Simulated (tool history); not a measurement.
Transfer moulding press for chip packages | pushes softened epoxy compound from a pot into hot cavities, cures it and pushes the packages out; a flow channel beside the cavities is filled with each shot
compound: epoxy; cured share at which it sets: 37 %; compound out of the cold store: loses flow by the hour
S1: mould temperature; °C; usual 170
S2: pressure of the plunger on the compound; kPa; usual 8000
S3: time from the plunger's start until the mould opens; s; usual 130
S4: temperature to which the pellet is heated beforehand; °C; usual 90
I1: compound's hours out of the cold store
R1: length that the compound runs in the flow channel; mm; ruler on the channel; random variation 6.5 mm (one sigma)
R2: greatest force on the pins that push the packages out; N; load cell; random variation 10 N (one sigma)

Run 1, hour 0: usual settings; I1 35.9. Result: R1 810 mm, R2 579 N.
Run 2, hour 7.5: usual settings but S3 141 s; I1 11.8. Result: R1 917 mm, R2 551 N.
Run 3, hour 15.8: usual settings but S3 141 s; I1 19.9. Result: R1 869 mm, R2 586 N.
Run 4, hour 25.8: usual settings but S3 141 s; I1 39.4. Result: R1 786 mm, R2 608 N.
Run 5, hour 30.6: usual settings but S4 91 °C; I1 24.8. Result: R1 858 mm, R2 642 N.
Run 6, hour 35.2: usual settings but S4 91 °C; I1 36.7. Result: R1 806 mm, R2 641 N.
Run 7, hour 45.1: usual settings but S4 94 °C; I1 31.2. Result: R1 820 mm, R2 642 N.
Run 8, hour 52.4: usual settings but S4 94 °C; I1 19.2. Result: R1 873 mm, R2 654 N.
Run 9, hour 59.9: usual settings but S4 94 °C; I1 44.7. Result: R1 765 mm, R2 641 N.
Run 10, hour 69.1: usual settings but S4 89 °C; I1 27.4. Result: R1 827 mm, R2 656 N.
Run 11, hour 75.5: usual settings but S4 89 °C; I1 47.7. Result: R1 764 mm, R2 687 N.
Run 12, hour 81.1: usual settings but S3 121 s, S4 89 °C; I1 35.5. Result: R1 806 mm, R2 712 N.
Run 13, hour 89.6: usual settings; I1 8.7. Result: R1 916 mm, R2 714 N.
At hour 97.5: cavities cleaned with cleaning compound and waxed.
Run 14, hour 100.1: usual settings; I1 39.9. Result: R1 784 mm, R2 807 N.
Run 15, hour 108: usual settings but S4 97 °C; I1 30. Result: R1 803 mm, R2 834 N.
Run 16, hour 117.4: usual settings but S1 163 °C, S2 7240 kPa, S4 81 °C; I1 12.9. Result: R1 883 mm, R2 1253 N.
Run 17, hour 125.1: usual settings but S2 9780 kPa; I1 34.8. Result: R1 892 mm, R2 755 N.
At hour 131.8: cavities cleaned with cleaning compound and waxed, once more.
Run 18, hour 134.1: usual settings but S2 9090 kPa, S3 161 s; I1 33.9. Result: R1 852 mm, R2 425 N.
Run 19, hour 142.4: usual settings but S4 95 °C; I1 13.8. Result: R1 896 mm, R2 493 N.
Run 20, hour 149.8: usual settings but S4 95 °C; I1 20.2. Result: R1 862 mm, R2 519 N.
Run 21, hour 157: usual settings but S2 8590 kPa, S4 83 °C; I1 25.2. Result: R1 873 mm, R2 566 N.
Run 22, hour 162.3: usual settings but S2 8590 kPa, S4 83 °C; I1 45.6. Result: R1 792 mm, R2 544 N.
Run 23, hour 169.8: usual settings but S2 7850 kPa, S3 159 s, S4 85 °C; I1 26.6. Result: R1 824 mm, R2 549 N.
Run 24, hour 175.2: usual settings; I1 42.5. Result: R1 770 mm, R2 566 N.
Run 25, hour 181.6: usual settings but S2 8790 kPa, S4 89 °C; I1 11.7. Result: R1 935 mm, R2 616 N.
Run 26, hour 188.2: usual settings but S1 172 °C, S4 94 °C; I1 36. Result: R1 781 mm, R2 568 N.
Run 27, hour 194.8: usual settings but S1 169 °C, S4 82 °C; I1 30.2. Result: R1 811 mm, R2 655 N.
At hour 203.3: plunger's sealing rings changed.
Run 28, hour 205.1: usual settings but S1 169 °C, S4 82 °C; I1 31. Result: R1 850 mm, R2 635 N.
Run 29, hour 211.5: usual settings but S1 169 °C, S3 116 s, S4 80 °C; I1 35.6. Result: R1 851 mm, R2 748 N.

Some steps in R1 between neighbouring runs. How much of each would the tool show without its hidden state too (settings, what came in, random variation), and how much is left for the hidden state, with any gauge scatter that isn't in both results?
The hidden state here: true mould temperature over the reading, C; pressure that reaches the compound, % of what is set; grip of the stained cavities, % over clean ones'; drift of the gauge itself on flow_mm, %; drift of the gauge itself on push_out_n, %.
Run 24 -> 25: S2 8000 -> 8790, S4 90 -> 89. R1 +165 mm: hidden state -11, all else +176.
Run 25 -> 26: S1 170 -> 172, S2 8790 -> 8000, S4 89 -> 94. R1 -154 mm: hidden state +9, all else -163.
Run 27 -> 28: plunger's sealing rings changed. R1 +39 mm: hidden state +47, all else -8.

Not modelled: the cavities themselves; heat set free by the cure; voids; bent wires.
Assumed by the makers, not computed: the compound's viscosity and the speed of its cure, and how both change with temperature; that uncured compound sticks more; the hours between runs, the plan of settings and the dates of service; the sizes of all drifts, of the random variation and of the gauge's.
